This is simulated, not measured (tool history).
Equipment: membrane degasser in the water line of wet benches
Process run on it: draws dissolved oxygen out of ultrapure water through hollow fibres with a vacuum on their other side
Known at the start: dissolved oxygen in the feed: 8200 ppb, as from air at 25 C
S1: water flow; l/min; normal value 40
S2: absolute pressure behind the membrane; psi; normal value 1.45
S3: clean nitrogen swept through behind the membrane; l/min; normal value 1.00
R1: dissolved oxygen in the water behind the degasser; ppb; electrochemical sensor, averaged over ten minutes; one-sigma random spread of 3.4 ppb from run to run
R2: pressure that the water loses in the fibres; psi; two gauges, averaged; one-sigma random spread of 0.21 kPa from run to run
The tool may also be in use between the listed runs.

{"run": 1, "hour": 0.0, "S1": 40, "S2": 1.45, "S3": 1.0, "R1": 537.1, "R2": 7.426}
{"run": 2, "hour": 48.7, "S1": 40, "S2": 1.45, "S3": 1.0, "R1": 532.2, "R2": 7.355}
{"run": 3, "hour": 85.7, "S1": 40, "S2": 1.45, "S3": 1.0, "R1": 533.4, "R2": 7.458}
{"run": 4, "hour": 142.4, "S1": 40, "S2": 1.45, "S3": 1.0, "R1": 531.8, "R2": 7.406}
{"run": 5, "hour": 180.7, "S1": 40, "S2": 1.45, "S3": 0.41, "R1": 982.5, "R2": 7.461}
{"run": 6, "hour": 210.7, "S1": 40, "S2": 1.97, "S3": 0.41, "R1": 1437.1, "R2": 7.413}
{"run": 7, "hour": 248.2, "S1": 40, "S2": 1.97, "S3": 0.41, "R1": 1420.1, "R2": 7.375}
{"run": 8, "hour": 283.2, "S1": 31, "S2": 1.45, "S3": 1.0, "R1": 435.5, "R2": 5.754}
{"run": 9, "hour": 329.5, "S1": 40, "S2": 1.45, "S3": 1.0, "R1": 535.2, "R2": 7.411}
{"run": 10, "hour": 357.8, "S1": 40, "S2": 1.45, "S3": 1.0, "R1": 536.2, "R2": 7.462}
{"run": 11, "hour": 410.7, "S1": 40, "S2": 1.45, "S3": 1.0, "R1": 533.4, "R2": 7.455}
{"run": 12, "hour": 462.8, "S1": 40, "S2": 1.45, "S3": 1.0, "R1": 535.8, "R2": 7.471}
{"run": 13, "hour": 509.1, "S1": 40, "S2": 1.45, "S3": 1.0, "R1": 538.8, "R2": 7.436}
{"run": 14, "hour": 565.3, "S1": 53, "S2": 0.93, "S3": 0.4, "R1": 603.1, "R2": 9.883}
{"run": 15, "hour": 594.8, "S1": 37, "S2": 0.93, "S3": 2.78, "R1": 108.6, "R2": 6.892}
{"run": 16, "hour": 629.3, "S1": 26, "S2": 3.07, "S3": 2.04, "R1": 510.8, "R2": 4.852}
{"run": 17, "hour": 679.2, "S1": 48, "S2": 0.87, "S3": 0.72, "R1": 353.1, "R2": 8.936}

Selected run-to-run steps in R1, each split into two signed amounts: the part the tool would show with no hidden state at all (from settings, incoming material and random variation), and the remainder, which goes to the hidden state together with any gauge scatter not common to the measured and the hidden-state-free results:
Hidden conditions of the tool in this case: membrane still open, %; true pressure behind the membrane over the reading, kPa; air that leaks in behind the membrane, l/min; drift of the gauge itself on oxygen_ppb, %; drift of the gauge itself on loss_of_pressure_kpa, %.
Run 7 -> 8: S1 40 -> 31, S2 1.97 -> 1.45, S3 0.41 -> 1.00. R1 -984.6 ppb: hidden state -7.2, all else -977.4.
Run 14 -> 15: S1 53 -> 37, S3 0.40 -> 2.78. R1 -494.5 ppb: hidden state -26.7, all else -467.8.
